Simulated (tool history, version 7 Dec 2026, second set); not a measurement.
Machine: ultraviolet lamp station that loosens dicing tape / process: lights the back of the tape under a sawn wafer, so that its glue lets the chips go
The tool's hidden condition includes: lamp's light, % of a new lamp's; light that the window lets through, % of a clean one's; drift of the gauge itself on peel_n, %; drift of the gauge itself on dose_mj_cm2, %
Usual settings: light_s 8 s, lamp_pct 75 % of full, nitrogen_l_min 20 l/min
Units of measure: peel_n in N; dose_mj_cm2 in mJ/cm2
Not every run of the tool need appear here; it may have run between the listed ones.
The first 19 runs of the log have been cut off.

run	hour	light_s	lamp_pct	nitrogen_l_min	hours of work of the lamp	hours of work since the window was cleaned	peel_n	dose_mj_cm2
# hour 274.3: window cleaned of glue's vapour, once more
20	276.6	10	64	11	218	1	0.403	297
21	295.7	10	64	11	227	10	0.392	295
22	305.6	6	75	16	231	14	0.615	206
23	316.9	6	75	16	236	19	0.601	202
24	333.2	6	75	16	243	26	0.618	206
25	345.4	7	86	27	249	32	0.215	273
26	358.8	8	93	20	255	38	0.181	338
27	373.4	8	93	20	261	44	0.190	341
28	381.7	8	93	20	265	48	0.198	335
29	397.8	8	66	20	272	55	0.383	241
30	410.4	13	80	20	278	60	0.143	468
31	429.2	13	61	20	286	69	0.179	355
32	439.6	4	75	25	291	73	1.066	132
33	450.0	4	75	25	295	78	1.063	134
34	460.3	8	80	21	300	83	0.240	278
35	468.3	8	80	21	303	86	0.236	284
36	478.6	5	64	21	308	91	1.107	141

What if the next run were any one of these 5? Each begins from the tool's condition after run 36:
A	488.5	4	60	20	312	95	?	?
B	488.5	7	70	8	312	95	?	?
C	488.5	14	75	20	312	95	?	?
D	488.5	8	70	20	312	95	?	?
E	488.5	5	78	35	312	95	?	?

run	peel_n	dose_mj_cm2
A	1.804	106
B	1.005	215
C	0.140	465
D	0.342	246
E	0.507	166
Take away the tool's hidden state, keep each run's random variation, and the runs would have read:
run	peel_n	dose_mj_cm2
A	1.485	121
B	0.780	245
C	0.135	528
D	0.260	280
E	0.377	189
